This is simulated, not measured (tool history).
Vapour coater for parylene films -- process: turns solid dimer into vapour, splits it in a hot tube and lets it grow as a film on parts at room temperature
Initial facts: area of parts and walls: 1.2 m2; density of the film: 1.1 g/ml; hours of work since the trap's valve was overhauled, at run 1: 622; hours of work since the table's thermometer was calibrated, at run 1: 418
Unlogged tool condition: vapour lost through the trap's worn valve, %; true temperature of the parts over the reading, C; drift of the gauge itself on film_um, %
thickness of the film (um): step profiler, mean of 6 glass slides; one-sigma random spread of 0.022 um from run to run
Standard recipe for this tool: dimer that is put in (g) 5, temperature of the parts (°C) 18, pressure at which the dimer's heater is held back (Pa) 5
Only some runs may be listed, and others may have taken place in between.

run   hour  dimer that is put in (g)  temperature of the parts (°C)  pressure at which the dimer's heater is held back (Pa)  hours of work since the trap's valve was overhauled  hours of work since the table's thermometer was calibrated  thickness of the film (um)
  1      0                         5                             18                                                       5                                                  622                                                         418                        2.25
  2   40.1                         5                             18                                                       5                                                  657                                                         453                        2.23
      65.9  -- trap's valve overhauled
  3   72.9                         5                             18                                                    2.01                                                    6                                                         478                        2.41
  4   94.2                         5                             18                                                    2.01                                                   24                                                         497                        2.39
  5  128.2                         2                             18                                                       5                                                   54                                                         526                        0.85
  6  151.8                         6                             18                                                       5                                                   74                                                         546                        2.56
  7  174.3                         6                             18                                                       5                                                   94                                                         566                         2.6
  8  202.1                         6                             18                                                       5                                                  118                                                         590                        2.61
     208.9  -- trap's valve overhauled, once more
  9  239.7                         7                             12                                                    6.76                                                   27                                                         619                        3.57
 10  260.7                         4                             18                                                    3.94                                                   45                                                         637                        1.95
 11  282.7                         4                             12                                                    3.94                                                   64                                                         656                        2.17

3 ways to go on from here, each from the tool as it stands after run 11. What would each give?
  A   316                         5                             19                                                       5                                                   93                                                         685                           ?
  B   316                         3                             28                                                    3.94                                                   93                                                         685                           ?
  C   316                         5                             24                                                    2.64                                                   93                                                         685                           ?

run  thickness of the film (um)
  A                        2.33
  B                        1.22
  C                        2.21
Stripped of hidden state, with their random variation kept, the same runs would have yielded:
run  thickness of the film (um)
  A                        2.39
  B                        1.25
  C                        2.26
